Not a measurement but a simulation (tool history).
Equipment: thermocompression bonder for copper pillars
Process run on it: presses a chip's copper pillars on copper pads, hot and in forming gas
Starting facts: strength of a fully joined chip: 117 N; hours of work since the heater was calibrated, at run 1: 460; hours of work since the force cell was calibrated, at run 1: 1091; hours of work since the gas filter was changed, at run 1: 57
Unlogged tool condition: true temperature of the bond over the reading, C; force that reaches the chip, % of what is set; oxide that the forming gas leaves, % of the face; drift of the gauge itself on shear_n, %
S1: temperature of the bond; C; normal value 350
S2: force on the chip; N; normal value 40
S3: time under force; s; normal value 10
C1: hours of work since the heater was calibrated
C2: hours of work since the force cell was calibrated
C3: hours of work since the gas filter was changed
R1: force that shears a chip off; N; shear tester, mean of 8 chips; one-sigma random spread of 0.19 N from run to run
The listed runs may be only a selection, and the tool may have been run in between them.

run	day	S1	S2	S3	C1	C2	C3	R1
1	0	350	40	10	460	1091	57	62.4
2	1.029	350	40	10	471	1102	69	62
3	1.9	350	40	10	481	1112	79	62.3
4	2.55	350	40	10	488	1120	86	62.6
# day 2.908: force cell calibrated
5	3.612	350	40	10	499	8	97	59
6	4.671	350	39	10	511	20	109	58.4
7	5.738	333	40	10	523	32	121	49.1
8	6.65	333	40	10	534	42	131	49
9	7.588	350	46	10	544	52	142	64.7
10	8.625	350	40	10	556	64	153	58.7
11	9.446	350	40	10	565	73	163	59.2
12	10.229	354	40	10	574	82	171	61.4
13	10.679	354	40	10	579	87	176	61.4
14	11.704	354	40	10	590	99	188	61.5
15	12.188	354	40	26	596	104	193	81.2
16	12.992	354	40	26	605	113	202	81.1
17	13.879	354	40	26	615	123	212	81.4
18	14.65	354	40	26	623	132	221	81.1
19	15.142	354	40	26	629	137	226	81.1
20	16.175	350	31	10	640	149	238	49.6
21	16.867	330	45	10	648	157	246	51.3
22	17.433	365	45	11	655	163	252	74.9
23	18.196	350	55	10	663	172	261	70.9
24	19	340	55	16	672	181	270	74.9
25	19.933	346	56	16	683	191	280	79.5
26	20.712	321	40	10	691	200	289	41.8
27	21.642	321	40	10	702	210	299	41.7
28	22.312	321	40	18	709	218	307	52.1
29	23.346	345	40	13	721	229	319	60.6
30	24.342	345	40	13	732	240	330	60.3
31	25.133	326	39	6	741	249	339	35.4
32	26.021	328	35	14	751	259	349	47.4
33	26.517	371	45	16	757	265	354	85
34	27.454	371	45	16	767	275	365	85.2
35	28.104	375	42	16	774	283	372	84.6
36	28.867	375	42	20	783	291	381	88.5
37	29.979	359	50	6	795	304	393	61.9
38	30.925	359	50	7	806	314	404	64.8
39	31.608	346	46	6	814	322	411	51.3

What differs in the tool's unlogged condition from the final listed run ahead of each entry between runs to the first listed run following it?
Runs 4 to 5: force cell calibrated (day 2.908)
  true temperature of the bond over the reading, C: -2.5 -> -2.6; force that reaches the chip, % of what is set: 108.8 -> 100.8; oxide that the forming gas leaves, % of the face: 1.12 -> 1.2
  measured minus no-state result, R1: +1.4 -> -1.7 N
